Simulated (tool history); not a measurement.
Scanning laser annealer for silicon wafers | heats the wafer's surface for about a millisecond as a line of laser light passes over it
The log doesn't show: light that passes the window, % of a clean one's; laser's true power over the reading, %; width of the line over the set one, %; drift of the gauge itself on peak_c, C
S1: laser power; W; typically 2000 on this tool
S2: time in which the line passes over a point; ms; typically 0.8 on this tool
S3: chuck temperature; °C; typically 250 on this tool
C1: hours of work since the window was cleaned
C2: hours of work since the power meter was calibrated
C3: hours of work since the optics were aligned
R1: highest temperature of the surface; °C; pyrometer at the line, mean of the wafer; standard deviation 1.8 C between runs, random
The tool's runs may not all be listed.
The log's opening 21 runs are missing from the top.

run,day,S1,S2,S3,C1,C2,C3,R1
22,44.929,1950,0.567,267,300,699,224,905
23,46.933,1950,0.567,267,323,721,246,903
24,49.512,1950,0.567,267,352,750,275,901
25,52.029,2131,0.62,288,380,778,304,1031
26,54.733,2131,0.62,288,410,808,334,1027
27,56.133,2000,0.68,250,426,824,350,960
28,57.254,2000,0.68,250,438,837,362,957
29,59.492,2044,0.872,280,463,862,387,1103
30,60.954,1771,0.872,284,480,878,404,960
31,62.717,1892,0.698,250,500,898,423,910
32,63.942,1892,0.698,250,513,912,437,908
33,66.625,2131,0.837,277,543,942,467,1116
34,69.042,2131,0.837,277,570,969,494,1115
35,71.25,2131,0.837,277,595,993,519,1115
# day 71.712: window over the wafer cleaned
36,73.738,1764,0.824,286,23,1020,546,968
37,75.179,2190,0.824,258,39,1036,562,1163
38,76.354,2190,0.824,258,52,1050,575,1161
39,78.704,2190,0.824,258,78,1076,601,1157
40,80.812,2021,0.838,217,102,1100,625,1029
41,82.638,2198,0.641,252,122,1120,645,1049
42,84.4,1759,0.981,263,142,1140,665,988

Forecast each of these 3 alternatives for the next run:
A,86.375,1759,0.981,258,164,1162,687,?
B,86.375,1991,0.567,230,164,1162,687,?
C,86.375,1816,0.6,220,164,1162,687,?

run,R1
A,983
B,888
C,818
Without the tool's hidden state the same runs would have given:
run,R1
A,1009
B,912
C,839
